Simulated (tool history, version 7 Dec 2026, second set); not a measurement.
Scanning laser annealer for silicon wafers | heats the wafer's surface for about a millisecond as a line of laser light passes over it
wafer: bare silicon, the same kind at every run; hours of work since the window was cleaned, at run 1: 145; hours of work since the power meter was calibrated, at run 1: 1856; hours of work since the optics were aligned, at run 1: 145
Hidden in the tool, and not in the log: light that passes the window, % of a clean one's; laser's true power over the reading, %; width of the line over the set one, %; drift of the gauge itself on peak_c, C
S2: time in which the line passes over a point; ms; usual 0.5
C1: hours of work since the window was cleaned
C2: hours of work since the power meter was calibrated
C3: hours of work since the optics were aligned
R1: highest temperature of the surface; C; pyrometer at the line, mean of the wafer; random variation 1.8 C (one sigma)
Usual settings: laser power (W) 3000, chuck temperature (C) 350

Run 1, day 0: usual settings; C1 145; C2 1856; C3 145. Result: R1 1048 C.
Run 2, day 1.817: usual settings; C1 174; C2 1885; C3 174. Result: R1 1046 C.
Run 3, day 3.233: usual settings but laser power (W) 3129; C1 197; C2 1908; C3 197. Result: R1 1079 C.
Run 4, day 6.125: usual settings but laser power (W) 3129; C1 243; C2 1954; C3 243. Result: R1 1073 C.
Run 5, day 8.288: usual settings but laser power (W) 3241; C1 277; C2 1988; C3 277. Result: R1 1102 C.
Run 6, day 10.45: usual settings but S2 0.426 ms; C1 311; C2 2022; C3 311. Result: R1 988 C.
At day 10.804: laser's power meter calibrated.
Run 7, day 12.425: usual settings; C1 341; C2 26; C3 341. Result: R1 1032 C.
At day 13.117: window over the wafer cleaned.
Run 8, day 14.388: usual settings; C1 20; C2 56; C3 370. Result: R1 1060 C.
Run 9, day 15.742: usual settings; C1 42; C2 77; C3 392. Result: R1 1055 C.
At day 17.217: laser's power meter calibrated, once more.
Run 10, day 18.767: usual settings but laser power (W) 2566, chuck temperature (C) 314; C1 88; C2 25; C3 438. Result: R1 891 C.
Run 11, day 20.662: usual settings but laser power (W) 2876, S2 0.567 ms, chuck temperature (C) 379; C1 118; C2 55; C3 468. Result: R1 1069 C.
Run 12, day 22.654: usual settings but laser power (W) 2876, S2 0.529 ms, chuck temperature (C) 329; C1 150; C2 86; C3 500. Result: R1 994 C.
Run 13, day 25.104: usual settings but laser power (W) 2876, S2 0.529 ms, chuck temperature (C) 329; C1 189; C2 125; C3 539. Result: R1 993 C.
Run 14, day 26.625: usual settings but laser power (W) 2787, S2 0.429 ms, chuck temperature (C) 366; C1 213; C2 150; C3 563. Result: R1 950 C.
Run 15, day 28.254: usual settings but laser power (W) 2787, S2 0.429 ms, chuck temperature (C) 366; C1 239; C2 175; C3 589. Result: R1 947 C.
Run 16, day 29.725: usual settings but laser power (W) 2787, S2 0.429 ms, chuck temperature (C) 366; C1 262; C2 199; C3 612. Result: R1 946 C.
Run 17, day 31.975: usual settings but laser power (W) 3272, S2 0.429 ms, chuck temperature (C) 366; C1 298; C2 235; C3 648. Result: R1 1060 C.

3 ways to go on from here, each from the tool as it stands after run 17. What would each give?
Run A, day 33.767: usual settings but laser power (W) 2635, chuck temperature (C) 328; C1 326; C2 263; C3 677. Result: R1 ?.
Run B, day 33.767: usual settings but laser power (W) 3272, S2 0.429 ms, chuck temperature (C) 328; C1 326; C2 263; C3 677. Result: R1 ?.
Run C, day 33.767: usual settings but laser power (W) 2554, S2 0.429 ms, chuck temperature (C) 327; C1 326; C2 263; C3 677. Result: R1 ?.

run    R1
  A   903
  B  1020
  C   843
Without the tool's hidden state the same runs would have given:
run    R1
  A   939
  B  1063
  C   875
